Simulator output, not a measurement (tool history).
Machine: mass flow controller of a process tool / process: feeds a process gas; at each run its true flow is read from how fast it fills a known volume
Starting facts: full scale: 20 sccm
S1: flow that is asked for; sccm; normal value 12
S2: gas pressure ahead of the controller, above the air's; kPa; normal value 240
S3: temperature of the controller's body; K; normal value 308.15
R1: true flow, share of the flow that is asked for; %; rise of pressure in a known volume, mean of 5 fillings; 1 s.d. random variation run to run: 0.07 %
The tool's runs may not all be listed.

{"run": 1, "hour": 0.0, "S1": 12, "S2": 240, "S3": 308.15, "R1": 97.09}
{"run": 2, "hour": 124.1, "S1": 12, "S2": 240, "S3": 308.15, "R1": 97.17}
{"run": 3, "hour": 221.9, "S1": 12, "S2": 240, "S3": 308.15, "R1": 97.04}
{"run": 4, "hour": 357.0, "S1": 12, "S2": 240, "S3": 308.15, "R1": 97.09}
{"run": 5, "hour": 525.7, "S1": 12, "S2": 240, "S3": 308.15, "R1": 96.95}
{"run": 6, "hour": 621.6, "S1": 12, "S2": 240, "S3": 308.15, "R1": 96.91}
{"run": 7, "hour": 834.6, "S1": 12, "S2": 240, "S3": 308.15, "R1": 96.99}
{"run": 8, "hour": 1059.5, "S1": 12, "S2": 240, "S3": 308.15, "R1": 96.82}
{"run": 9, "hour": 1215.8, "S1": 12, "S2": 213, "S3": 308.15, "R1": 97}
{"run": 10, "hour": 1353.4, "S1": 12, "S2": 213, "S3": 308.15, "R1": 96.96}
{"run": 11, "hour": 1456.3, "S1": 12, "S2": 213, "S3": 308.15, "R1": 97.02}
{"run": 12, "hour": 1660.0, "S1": 12, "S2": 240, "S3": 308.15, "R1": 96.79}
{"run": 13, "hour": 1887.7, "S1": 12, "S2": 240, "S3": 308.15, "R1": 96.74}
{"run": 14, "hour": 2098.4, "S1": 12, "S2": 207, "S3": 308.15, "R1": 96.98}
{"run": 15, "hour": 2325.1, "S1": 12, "S2": 207, "S3": 308.15, "R1": 96.67}
{"run": 16, "hour": 2481.2, "S1": 12, "S2": 207, "S3": 308.15, "R1": 96.82}
{"run": 17, "hour": 2675.3, "S1": 12, "S2": 207, "S3": 308.15, "R1": 96.79}
{"run": 18, "hour": 2810.0, "S1": 12, "S2": 207, "S3": 308.15, "R1": 96.7}
{"run": 19, "hour": 2928.2, "S1": 12, "S2": 207, "S3": 308.15, "R1": 96.8}
{"run": 20, "hour": 3038.6, "S1": 3, "S2": 163, "S3": 305.15, "R1": 93.62}

Run 21, settings as shown, results not yet in. Your forecast:
{"run": 21, "hour": 3205.2, "S1": 15, "S2": 163, "S3": 305.15, "R1": "?"}

Run 21 came out at R1 97.5 %.
With the hidden condition absent and the run-to-run variation left alone, this run would have shown R1 99.52 %.

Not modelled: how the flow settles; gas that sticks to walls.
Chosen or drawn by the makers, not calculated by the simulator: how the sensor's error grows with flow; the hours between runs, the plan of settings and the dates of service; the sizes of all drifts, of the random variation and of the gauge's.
